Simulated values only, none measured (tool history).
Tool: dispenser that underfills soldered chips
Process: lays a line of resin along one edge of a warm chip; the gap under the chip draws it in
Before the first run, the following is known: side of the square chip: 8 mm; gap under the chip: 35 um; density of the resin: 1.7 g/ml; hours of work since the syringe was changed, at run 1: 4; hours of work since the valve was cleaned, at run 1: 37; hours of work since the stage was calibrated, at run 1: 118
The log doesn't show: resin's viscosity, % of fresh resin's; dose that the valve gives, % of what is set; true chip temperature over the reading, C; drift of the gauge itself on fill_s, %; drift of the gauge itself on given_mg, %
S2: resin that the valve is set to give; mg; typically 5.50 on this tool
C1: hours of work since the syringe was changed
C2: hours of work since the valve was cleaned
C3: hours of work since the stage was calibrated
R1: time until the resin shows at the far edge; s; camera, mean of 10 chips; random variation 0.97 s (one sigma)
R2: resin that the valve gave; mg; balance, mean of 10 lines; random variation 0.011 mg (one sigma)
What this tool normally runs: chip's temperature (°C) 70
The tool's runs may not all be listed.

{"run": 1, "hour": 0.0, "chip's temperature (°C)": 70, "S2": 5.5, "C1": 4, "C2": 37, "C3": 118, "R1": 121.0, "R2": 5.37}
{"hour": 3.2, "done": "new syringe of resin"}
{"run": 2, "hour": 3.5, "chip's temperature (°C)": 70, "S2": 5.5, "C1": 0, "C2": 39, "C3": 120, "R1": 95.7, "R2": 5.36}
{"run": 3, "hour": 8.2, "chip's temperature (°C)": 70, "S2": 5.5, "C1": 4, "C2": 42, "C3": 123, "R1": 113.4, "R2": 5.35}
{"hour": 10.8, "done": "dispensing valve cleaned and set on the balance"}
{"hour": 13.5, "done": "new syringe of resin"}
{"run": 4, "hour": 15.4, "chip's temperature (°C)": 83, "S2": 5.5, "C1": 1, "C2": 3, "C3": 127, "R1": 62.7, "R2": 5.51}
{"run": 5, "hour": 18.6, "chip's temperature (°C)": 56, "S2": 5.5, "C1": 4, "C2": 5, "C3": 129, "R1": 205.4, "R2": 5.52}
{"run": 6, "hour": 22.4, "chip's temperature (°C)": 70, "S2": 5.43, "C1": 6, "C2": 8, "C3": 132, "R1": 131.3, "R2": 5.44}
{"hour": 23.2, "done": "new syringe of resin"}
{"run": 7, "hour": 27.3, "chip's temperature (°C)": 70, "S2": 5.43, "C1": 3, "C2": 11, "C3": 135, "R1": 111.3, "R2": 5.4}
{"run": 8, "hour": 31.7, "chip's temperature (°C)": 70, "S2": 6.71, "C1": 6, "C2": 14, "C3": 138, "R1": 129.9, "R2": 6.68}
{"hour": 32.8, "done": "new syringe of resin"}
{"run": 9, "hour": 34.5, "chip's temperature (°C)": 67, "S2": 5.04, "C1": 1, "C2": 16, "C3": 140, "R1": 116.8, "R2": 5.01}
{"run": 10, "hour": 40.0, "chip's temperature (°C)": 83, "S2": 5.75, "C1": 5, "C2": 20, "C3": 144, "R1": 74.5, "R2": 5.7}
{"hour": 42.3, "done": "new syringe of resin"}
{"run": 11, "hour": 44.8, "chip's temperature (°C)": 83, "S2": 5.75, "C1": 2, "C2": 23, "C3": 147, "R1": 61.8, "R2": 5.66}
{"run": 12, "hour": 47.6, "chip's temperature (°C)": 83, "S2": 5.75, "C1": 4, "C2": 25, "C3": 149, "R1": 67.7, "R2": 5.66}
{"hour": 51.7, "done": "new syringe of resin"}
{"run": 13, "hour": 53.1, "chip's temperature (°C)": 82, "S2": 5.2, "C1": 1, "C2": 28, "C3": 152, "R1": 64.0, "R2": 5.14}

Hidden condition of the tool, last listed run before each entry between runs versus first listed run after:
From run 1 to run 2: new syringe of resin (hour 3.2)
  resin's viscosity, % of fresh resin's: 126.6 -> 100.9; dose that the valve gives, % of what is set: 97.79 -> 97.63; true chip temperature over the reading, C: -0.48 -> -0.49
  the result without the hidden state subtracted from the measured one, R1: +27.6 -> +3.1 s; R2: -0.12 -> -0.13 mg
From run 3 to run 4: dispensing valve cleaned and set on the balance (hour 10.8); new syringe of resin (hour 13.5)
  resin's viscosity, % of fresh resin's: 120.2 -> 109.1; dose that the valve gives, % of what is set: 97.4 -> 100.31; true chip temperature over the reading, C: -0.5 -> -0.52
  the result without the hidden state subtracted from the measured one, R1: +21.4 -> +6.2 s; R2: -0.14 -> +0.01 mg
From run 6 to run 7: new syringe of resin (hour 23.2)
  resin's viscosity, % of fresh resin's: 141.5 -> 118.7; dose that the valve gives, % of what is set: 99.96 -> 99.74; true chip temperature over the reading, C: -0.53 -> -0.54
  the result without the hidden state subtracted from the measured one, R1: +40.5 -> +19.5 s; R2: +0.00 -> -0.01 mg
From run 8 to run 9: new syringe of resin (hour 32.8)
  resin's viscosity, % of fresh resin's: 140.2 -> 106.3; dose that the valve gives, % of what is set: 99.51 -> 99.39; true chip temperature over the reading, C: -0.55 -> -0.56
  the result without the hidden state subtracted from the measured one, R1: +39.3 -> +9.5 s; R2: -0.04 -> -0.03 mg
From run 10 to run 11: new syringe of resin (hour 42.3)
  resin's viscosity, % of fresh resin's: 130.3 -> 108.2; dose that the valve gives, % of what is set: 99.13 -> 98.9; true chip temperature over the reading, C: -0.57 -> -0.58
  the result without the hidden state subtracted from the measured one, R1: +18.5 -> +6.1 s; R2: -0.05 -> -0.06 mg
From run 12 to run 13: new syringe of resin (hour 51.7)
  resin's viscosity, % of fresh resin's: 120.3 -> 103.4; dose that the valve gives, % of what is set: 98.78 -> 98.52; true chip temperature over the reading, C: -0.59 -> -0.6
  the result without the hidden state subtracted from the measured one, R1: +12.8 -> +3.7 s; R2: -0.07 -> -0.07 mg
